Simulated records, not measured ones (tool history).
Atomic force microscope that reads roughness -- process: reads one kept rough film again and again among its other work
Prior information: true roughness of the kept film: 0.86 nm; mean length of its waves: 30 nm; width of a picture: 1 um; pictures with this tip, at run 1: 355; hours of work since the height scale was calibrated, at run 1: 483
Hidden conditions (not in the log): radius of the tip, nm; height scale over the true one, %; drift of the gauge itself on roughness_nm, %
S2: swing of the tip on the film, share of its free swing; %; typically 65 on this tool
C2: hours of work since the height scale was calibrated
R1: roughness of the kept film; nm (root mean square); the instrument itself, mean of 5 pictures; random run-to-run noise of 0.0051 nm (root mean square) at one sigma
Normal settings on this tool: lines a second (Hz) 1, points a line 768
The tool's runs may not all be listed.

Run 1, hour 0: usual settings; pictures with this tip 355; C2 483. Result: R1 0.765 nm (root mean square).
Run 2, hour 30.4: usual settings but lines a second (Hz) 2.88; pictures with this tip 390; C2 498. Result: R1 0.733 nm (root mean square).
At hour 34.2: new tip fitted.
Run 3, hour 67.1: usual settings; pictures with this tip 38; C2 515. Result: R1 0.807 nm (root mean square).
Run 4, hour 108.8: usual settings but lines a second (Hz) 0.5; pictures with this tip 87; C2 536. Result: R1 0.817 nm (root mean square).
Run 5, hour 140.8: usual settings but lines a second (Hz) 0.5; pictures with this tip 124; C2 551. Result: R1 0.815 nm (root mean square).
Run 6, hour 165.7: usual settings but lines a second (Hz) 0.6, S2 75 %, points a line 710; pictures with this tip 153; C2 564. Result: R1 0.781 nm (root mean square).
Run 7, hour 199.3: usual settings but lines a second (Hz) 3.81, points a line 644; pictures with this tip 192; C2 580. Result: R1 0.721 nm (root mean square).
At hour 204.1: height scale calibrated on a step standard.
Run 8, hour 234.7: usual settings but lines a second (Hz) 1.02, S2 72 %, points a line 485; pictures with this tip 232; C2 15. Result: R1 0.766 nm (root mean square).
Run 9, hour 276.4: usual settings but lines a second (Hz) 0.84, S2 83 %, points a line 264; pictures with this tip 281; C2 35. Result: R1 0.734 nm (root mean square).

Run 10, settings as shown, results not yet in. Your forecast:
Run 10, hour 296: usual settings but lines a second (Hz) 0.84, S2 83 %, points a line 264; pictures with this tip 304; C2 45. Result: R1 ?.

R1: 0.728 nm (root mean square)
With the hidden condition absent and the run-to-run variation left alone, this run would have shown R1 0.76 nm (root mean square).
